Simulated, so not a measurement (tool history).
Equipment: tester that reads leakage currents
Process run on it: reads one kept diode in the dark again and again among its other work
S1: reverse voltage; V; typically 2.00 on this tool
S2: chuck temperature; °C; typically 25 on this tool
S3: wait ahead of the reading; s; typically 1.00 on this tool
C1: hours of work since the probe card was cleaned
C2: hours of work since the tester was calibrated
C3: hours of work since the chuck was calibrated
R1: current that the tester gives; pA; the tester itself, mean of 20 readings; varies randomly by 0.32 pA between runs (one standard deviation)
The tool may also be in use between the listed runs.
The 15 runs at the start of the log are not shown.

run      day    S1  S2    S3   C1    C2    C3       R1
      53.650  -- probe card cleaned and baked
 16   53.942  2.00  25  1.00    3   168  1347   116.76
 17   56.583  2.00  25  1.00   30   195  1374   116.30
 18   60.950  2.00  25  1.00   75   239  1419   117.35
 19   65.483  2.00  25  1.00  121   286  1465   117.22
 20   68.162  2.00  25  1.00  148   313  1493   117.31
 21   72.867  2.00  25  1.00  196   361  1541   118.63
 22   76.979  2.00  25  1.00  238   403  1583   119.01
 23   80.471  2.00  25  1.00  274   439  1618   118.62
 24   83.688  2.00  25  1.00  307   471  1651   119.46
 25   88.754  2.00  58  0.32  358   523  1703  1504.05
 26   92.362  2.00  25  1.62  395   560  1740   119.64
 27   94.712  2.00  25  1.62  419   584  1764   119.14
 28   99.417  2.00  25  2.65  467   632  1812   119.92
 29  102.421  2.00  25  2.65  498   663  1842   120.51
 30  105.233  4.61  34  1.00  527   691  1871   338.96
 31  107.617  2.00  25  8.61  551   716  1895   120.43
     108.408  -- chuck's temperature calibrated
 32  110.392  1.10  25  0.55  578   743    20    85.99
 33  114.983  1.18  21  2.75  625   790    67    61.79
 34  117.546  6.15  21  2.17  651   816    93   111.85
 35  120.938  6.15  21  2.17  686   851   128   111.86
 36  124.733  6.15  21  2.17  725   890   167   112.05
 37  126.942  2.00  53  1.00  747   912   189   957.49
 38  130.975  2.00  33  1.03  789   953   230   207.66
 39  134.446  1.69  37  2.04  824   989   266   268.55
 40  138.675  1.69  35  2.04  867  1032   309   230.96

Consider 4 possible next runs. They are alternatives, not a sequence: every one starts from the tool as it was left by run 40. What does each give?
  A  140.888  2.00  25  0.33  890  1055  332   ?
  B  140.888  1.61  31  0.36  890  1055  332   ?
  C  140.888  1.69  36  2.04  890  1055  332   ?
  D  140.888  4.86  35  1.57  890  1055  332   ?

run      R1
  A  109.02
  B  165.10
  C  250.12
  D  334.91
With no hidden state in the tool, these same runs would have given:
run      R1
  A  107.11
  B  162.83
  C  247.07
  D  329.78
